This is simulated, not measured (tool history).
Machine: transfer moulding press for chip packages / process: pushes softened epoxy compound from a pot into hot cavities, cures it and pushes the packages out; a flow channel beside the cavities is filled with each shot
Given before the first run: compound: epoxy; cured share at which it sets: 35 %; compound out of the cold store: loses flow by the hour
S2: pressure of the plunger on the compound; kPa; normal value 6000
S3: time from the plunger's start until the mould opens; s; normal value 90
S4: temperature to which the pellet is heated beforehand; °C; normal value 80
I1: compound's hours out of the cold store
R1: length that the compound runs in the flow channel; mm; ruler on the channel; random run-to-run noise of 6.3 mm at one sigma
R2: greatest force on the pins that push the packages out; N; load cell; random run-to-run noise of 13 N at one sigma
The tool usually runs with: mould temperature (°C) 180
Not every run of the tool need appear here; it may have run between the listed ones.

run 1 hour=0 | mould_temperature_(°C)=180 S2=6000 S3=90 S4=80 | I1=28.8 | R1=854 R2=984
run 2 hour=4.7 | mould_temperature_(°C)=180 S2=6000 S3=90 S4=80 | I1=24.2 | R1=864 R2=957
run 3 hour=13 | mould_temperature_(°C)=180 S2=6000 S3=90 S4=80 | I1=14.3 | R1=898 R2=997
-- hour=17.3 cavities cleaned with cleaning compound and waxed
run 4 hour=18.4 | mould_temperature_(°C)=180 S2=6000 S3=90 S4=80 | I1=16.9 | R1=888 R2=1058
run 5 hour=25.9 | mould_temperature_(°C)=180 S2=6000 S3=119 S4=80 | I1=30 | R1=858 R2=717
run 6 hour=34.1 | mould_temperature_(°C)=180 S2=6000 S3=119 S4=80 | I1=32.2 | R1=844 R2=729
run 7 hour=43.7 | mould_temperature_(°C)=180 S2=6000 S3=119 S4=80 | I1=44 | R1=810 R2=728
run 8 hour=50.4 | mould_temperature_(°C)=180 S2=6000 S3=119 S4=81 | I1=10.8 | R1=899 R2=761
run 9 hour=55.2 | mould_temperature_(°C)=180 S2=6000 S3=119 S4=81 | I1=17.1 | R1=879 R2=746
-- hour=64.5 cavities cleaned with cleaning compound and waxed, once more
run 10 hour=65.7 | mould_temperature_(°C)=180 S2=6000 S3=90 S4=80 | I1=24.8 | R1=869 R2=652
run 11 hour=71.3 | mould_temperature_(°C)=180 S2=6000 S3=90 S4=80 | I1=32.5 | R1=847 R2=673
run 12 hour=79.3 | mould_temperature_(°C)=180 S2=6000 S3=90 S4=89 | I1=16.7 | R1=870 R2=704
run 13 hour=87.7 | mould_temperature_(°C)=180 S2=6000 S3=90 S4=89 | I1=29.8 | R1=842 R2=755
run 14 hour=95.4 | mould_temperature_(°C)=180 S2=6000 S3=90 S4=89 | I1=25.7 | R1=851 R2=787
run 15 hour=101.1 | mould_temperature_(°C)=180 S2=6000 S3=90 S4=80 | I1=28.5 | R1=847 R2=804
run 16 hour=107.2 | mould_temperature_(°C)=176 S2=6000 S3=87 S4=80 | I1=11.9 | R1=905 R2=1394
run 17 hour=112 | mould_temperature_(°C)=188 S2=6000 S3=102 S4=80 | I1=9.9 | R1=864 R2=570
run 18 hour=118.6 | mould_temperature_(°C)=188 S2=5560 S3=102 S4=80 | I1=11.4 | R1=824 R2=590
run 19 hour=127.7 | mould_temperature_(°C)=183 S2=6930 S3=113 S4=87 | I1=21.8 | R1=911 R2=648
run 20 hour=133.9 | mould_temperature_(°C)=184 S2=5650 S3=91 S4=70 | I1=40.8 | R1=769 R2=724
run 21 hour=142.5 | mould_temperature_(°C)=181 S2=5700 S3=91 S4=89 | I1=20.2 | R1=833 R2=879
-- hour=152.3 cavities cleaned with cleaning compound and waxed
run 22 hour=153.3 | mould_temperature_(°C)=181 S2=5700 S3=91 S4=89 | I1=31.9 | R1=810 R2=567
run 23 hour=160.6 | mould_temperature_(°C)=184 S2=5990 S3=116 S4=89 | I1=32.5 | R1=811 R2=445
run 24 hour=169.4 | mould_temperature_(°C)=184 S2=5990 S3=116 S4=89 | I1=9.4 | R1=878 R2=504
run 25 hour=178.7 | mould_temperature_(°C)=184 S2=4840 S3=116 S4=77 | I1=23.4 | R1=747 R2=524
-- hour=182 plunger's sealing rings changed
run 26 hour=186.7 | mould_temperature_(°C)=184 S2=4840 S3=101 S4=77 | I1=32.2 | R1=748 R2=575
run 27 hour=195.4 | mould_temperature_(°C)=172 S2=6000 S3=87 S4=80 | I1=11.1 | R1=961 R2=1705
run 28 hour=203.2 | mould_temperature_(°C)=172 S2=6000 S3=104 S4=80 | I1=14.4 | R1=940 R2=1186
run 29 hour=209.7 | mould_temperature_(°C)=173 S2=6230 S3=85 S4=80 | I1=43.8 | R1=867 R2=1713

Here are 3 independent what-if runs from the current tool condition. What would each one return?
run A hour=217.5 | mould_temperature_(°C)=177 S2=6000 S3=82 S4=80 | I1=39.3 | R1=? R2=?
run B hour=217.5 | mould_temperature_(°C)=180 S2=6040 S3=89 S4=80 | I1=30.9 | R1=? R2=?
run C hour=217.5 | mould_temperature_(°C)=180 S2=5160 S3=106 S4=74 | I1=34.5 | R1=? R2=?

run=A R1=845 R2=1346
run=B R1=854 R2=943
run=C R1=791 R2=702
Stripped of hidden state, with their random variation kept, the same runs would have yielded:
run=A R1=854 R2=948
run=B R1=863 R2=663
run=C R1=799 R2=483

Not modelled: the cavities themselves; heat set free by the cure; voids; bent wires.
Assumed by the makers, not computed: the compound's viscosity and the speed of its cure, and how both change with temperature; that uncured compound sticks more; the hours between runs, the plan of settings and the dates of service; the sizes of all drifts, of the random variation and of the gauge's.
